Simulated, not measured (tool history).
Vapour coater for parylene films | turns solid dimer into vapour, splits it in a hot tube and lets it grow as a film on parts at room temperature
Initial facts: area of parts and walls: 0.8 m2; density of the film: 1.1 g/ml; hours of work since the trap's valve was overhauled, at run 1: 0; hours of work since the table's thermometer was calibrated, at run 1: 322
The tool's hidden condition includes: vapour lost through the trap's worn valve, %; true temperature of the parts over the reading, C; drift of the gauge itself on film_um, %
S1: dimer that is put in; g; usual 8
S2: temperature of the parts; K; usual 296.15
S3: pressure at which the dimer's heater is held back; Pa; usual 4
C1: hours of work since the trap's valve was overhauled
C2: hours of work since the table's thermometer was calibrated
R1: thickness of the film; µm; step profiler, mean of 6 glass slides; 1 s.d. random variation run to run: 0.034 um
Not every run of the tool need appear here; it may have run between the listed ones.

Run 1, hour 0: usual settings; C1 0; C2 322. Result: R1 7.27 µm.
Run 2, hour 30.9: usual settings; C1 21; C2 343. Result: R1 7.16 µm.
Run 3, hour 93: usual settings; C1 63; C2 385. Result: R1 7.12 µm.
Run 4, hour 145.8: usual settings; C1 98; C2 420. Result: R1 6.99 µm.
Run 5, hour 196.8: usual settings but S3 2.55 Pa; C1 133; C2 455. Result: R1 7.59 µm.
Run 6, hour 236.8: usual settings but S3 2.55 Pa; C1 159; C2 481. Result: R1 7.56 µm.
Run 7, hour 297.5: usual settings; C1 200; C2 522. Result: R1 6.78 µm.
Run 8, hour 341.3: usual settings; C1 230; C2 552. Result: R1 6.72 µm.
At hour 370.8: trap's valve overhauled.
Run 9, hour 402.8: usual settings; C1 22; C2 591. Result: R1 7.24 µm.
Run 10, hour 456.3: usual settings; C1 58; C2 627. Result: R1 7.18 µm.
Run 11, hour 532.9: usual settings; C1 109; C2 678. Result: R1 7.13 µm.
Run 12, hour 594.7: usual settings but S2 302.15 K; C1 151; C2 720. Result: R1 6.4 µm.
Run 13, hour 649.8: usual settings but S2 302.15 K; C1 188; C2 757. Result: R1 6.29 µm.
Run 14, hour 704.2: usual settings but S2 302.15 K; C1 224; C2 794. Result: R1 6.28 µm.
At hour 744.9: trap's valve overhauled.
Run 15, hour 749.5: usual settings but S3 7.58 Pa; C1 3; C2 821. Result: R1 6.54 µm.
Run 16, hour 812.9: usual settings but S3 7.58 Pa; C1 46; C2 864. Result: R1 6.43 µm.
Run 17, hour 867.9: usual settings but S2 288.15 K; C1 83; C2 901. Result: R1 8.18 µm.
Run 18, hour 934.4: usual settings but S2 288.15 K, S3 2.18 Pa; C1 128; C2 946. Result: R1 8.51 µm.
Run 19, hour 1002.6: usual settings but S2 288.15 K, S3 2.18 Pa; C1 174; C2 992. Result: R1 8.4 µm.
At hour 1020.3: table's thermometer calibrated.
Run 20, hour 1049.2: usual settings but S2 288.15 K, S3 2.18 Pa; C1 204; C2 19. Result: R1 8.21 µm.
At hour 1116.5: trap's valve overhauled.
Run 21, hour 1129.6: usual settings but S2 288.15 K, S3 2.18 Pa; C1 9; C2 71. Result: R1 8.87 µm.
Run 22, hour 1198.8: usual settings but S2 288.15 K, S3 2.18 Pa; C1 55; C2 118. Result: R1 8.75 µm.
Run 23, hour 1259.9: usual settings but S3 5.21 Pa; C1 97; C2 159. Result: R1 6.73 µm.
Run 24, hour 1305.4: usual settings but S1 5 g, S3 3.67 Pa; C1 127; C2 189. Result: R1 4.42 µm.

Predict the results of run 25:
Run 25, hour 1338.4: usual settings but S1 6 g, S2 294.15 K, S3 3.67 Pa; C1 149; C2 212. Result: R1 ?.

{"run 25": {"R1": 5.38}}
Without the tool's hidden state the same run would have given R1 5.63 µm.

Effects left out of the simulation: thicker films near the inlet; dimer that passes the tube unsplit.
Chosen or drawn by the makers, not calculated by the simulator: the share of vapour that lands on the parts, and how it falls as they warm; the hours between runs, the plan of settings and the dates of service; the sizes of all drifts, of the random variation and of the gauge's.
